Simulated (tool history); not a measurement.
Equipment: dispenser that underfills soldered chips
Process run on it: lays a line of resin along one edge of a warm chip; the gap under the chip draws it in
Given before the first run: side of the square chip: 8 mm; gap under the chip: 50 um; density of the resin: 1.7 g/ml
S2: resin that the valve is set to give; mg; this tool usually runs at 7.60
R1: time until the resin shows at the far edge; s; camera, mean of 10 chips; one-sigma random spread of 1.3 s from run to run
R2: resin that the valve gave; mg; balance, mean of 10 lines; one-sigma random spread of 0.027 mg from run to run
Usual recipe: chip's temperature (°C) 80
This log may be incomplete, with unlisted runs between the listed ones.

{"run": 1, "hour": 0.0, "chip's temperature (°C)": 80, "S2": 7.6, "R1": 128.4, "R2": 7.47}
{"hour": 3.8, "done": "new syringe of resin"}
{"run": 2, "hour": 9.8, "chip's temperature (°C)": 80, "S2": 7.6, "R1": 134.1, "R2": 7.43}
{"hour": 13.5, "done": "new syringe of resin"}
{"run": 3, "hour": 17.8, "chip's temperature (°C)": 80, "S2": 7.6, "R1": 125.4, "R2": 7.38}
{"hour": 22.8, "done": "new syringe of resin"}
{"run": 4, "hour": 24.9, "chip's temperature (°C)": 73, "S2": 7.6, "R1": 155.3, "R2": 7.41}
{"run": 5, "hour": 30.7, "chip's temperature (°C)": 73, "S2": 7.6, "R1": 180.3, "R2": 7.41}
{"hour": 31.7, "done": "new syringe of resin"}
{"run": 6, "hour": 38.9, "chip's temperature (°C)": 80, "S2": 6.79, "R1": 141.9, "R2": 6.58}
{"hour": 41.2, "done": "new syringe of resin"}
{"run": 7, "hour": 46.4, "chip's temperature (°C)": 66, "S2": 7.6, "R1": 217.5, "R2": 7.36}
{"hour": 50.2, "done": "new syringe of resin"}
{"run": 8, "hour": 57.0, "chip's temperature (°C)": 82, "S2": 7.6, "R1": 124.6, "R2": 7.34}
{"hour": 59.0, "done": "new syringe of resin"}
{"hour": 61.4, "done": "dispensing valve cleaned and set on the balance"}
{"run": 9, "hour": 67.2, "chip's temperature (°C)": 82, "S2": 7.6, "R1": 124.2, "R2": 7.59}
{"hour": 69.6, "done": "new syringe of resin"}
{"run": 10, "hour": 75.2, "chip's temperature (°C)": 73, "S2": 7.6, "R1": 165.9, "R2": 7.55}
{"hour": 78.4, "done": "new syringe of resin"}
{"hour": 86.5, "done": "stage's temperature calibrated"}
{"run": 11, "hour": 87.7, "chip's temperature (°C)": 80, "S2": 6.91, "R1": 155.8, "R2": 6.79}
{"hour": 88.7, "done": "new syringe of resin"}
{"run": 12, "hour": 96.6, "chip's temperature (°C)": 80, "S2": 9.25, "R1": 146.0, "R2": 9.14}
{"hour": 97.9, "done": "new syringe of resin"}
{"run": 13, "hour": 103.5, "chip's temperature (°C)": 80, "S2": 9.25, "R1": 135.2, "R2": 9.1}
{"hour": 107.1, "done": "new syringe of resin"}
{"run": 14, "hour": 111.5, "chip's temperature (°C)": 71, "S2": 7.6, "R1": 191.9, "R2": 7.47}
{"hour": 116.0, "done": "new syringe of resin"}
{"run": 15, "hour": 120.5, "chip's temperature (°C)": 80, "S2": 7.6, "R1": 136.8, "R2": 7.45}
{"hour": 124.9, "done": "new syringe of resin"}
{"run": 16, "hour": 131.7, "chip's temperature (°C)": 80, "S2": 7.6, "R1": 144.5, "R2": 7.42}
{"hour": 133.9, "done": "new syringe of resin"}
{"run": 17, "hour": 140.2, "chip's temperature (°C)": 80, "S2": 8.76, "R1": 137.2, "R2": 8.49}
{"hour": 143.0, "done": "new syringe of resin"}
{"run": 18, "hour": 150.5, "chip's temperature (°C)": 80, "S2": 7.74, "R1": 145.7, "R2": 7.5}
{"hour": 152.6, "done": "new syringe of resin"}
{"run": 19, "hour": 160.4, "chip's temperature (°C)": 80, "S2": 7.74, "R1": 149.6, "R2": 7.47}
{"hour": 161.7, "done": "new syringe of resin"}
{"run": 20, "hour": 169.0, "chip's temperature (°C)": 78, "S2": 6.78, "R1": 167.5, "R2": 6.57}
{"hour": 171.3, "done": "new syringe of resin"}
{"hour": 177.4, "done": "dispensing valve cleaned and set on the balance"}
{"run": 21, "hour": 178.4, "chip's temperature (°C)": 85, "S2": 9.88, "R1": 111.7, "R2": 9.85}
{"hour": 181.3, "done": "new syringe of resin"}
{"hour": 190.1, "done": "new syringe of resin"}
{"run": 22, "hour": 190.1, "chip's temperature (°C)": 71, "S2": 6.99, "R1": 175.0, "R2": 6.96}
{"hour": 199.2, "done": "new syringe of resin"}
{"run": 23, "hour": 199.4, "chip's temperature (°C)": 90, "S2": 7.62, "R1": 83.9, "R2": 7.62}
{"run": 24, "hour": 205.6, "chip's temperature (°C)": 81, "S2": 7.97, "R1": 136.7, "R2": 7.96}
{"hour": 208.2, "done": "new syringe of resin"}
{"run": 25, "hour": 212.2, "chip's temperature (°C)": 81, "S2": 7.97, "R1": 126.4, "R2": 7.87}
{"hour": 217.2, "done": "new syringe of resin"}
{"run": 26, "hour": 219.9, "chip's temperature (°C)": 81, "S2": 7.97, "R1": 122.8, "R2": 7.87}
{"hour": 226.2, "done": "new syringe of resin"}
{"run": 27, "hour": 230.8, "chip's temperature (°C)": 94, "S2": 7.6, "R1": 80.4, "R2": 7.49}

Run 28 has not been measured yet. What should we expect?
{"hour": 235.8, "done": "new syringe of resin"}
{"run": 28, "hour": 238.8, "chip's temperature (°C)": 82, "S2": 9.79, "R1": "?", "R2": "?"}

Run 28 produced R1 113.0 s, R2 9.63 mg.
Were there no unlogged condition in the tool, this run, its random variation unchanged, would have produced R1 109.0 s, R2 9.80 mg.
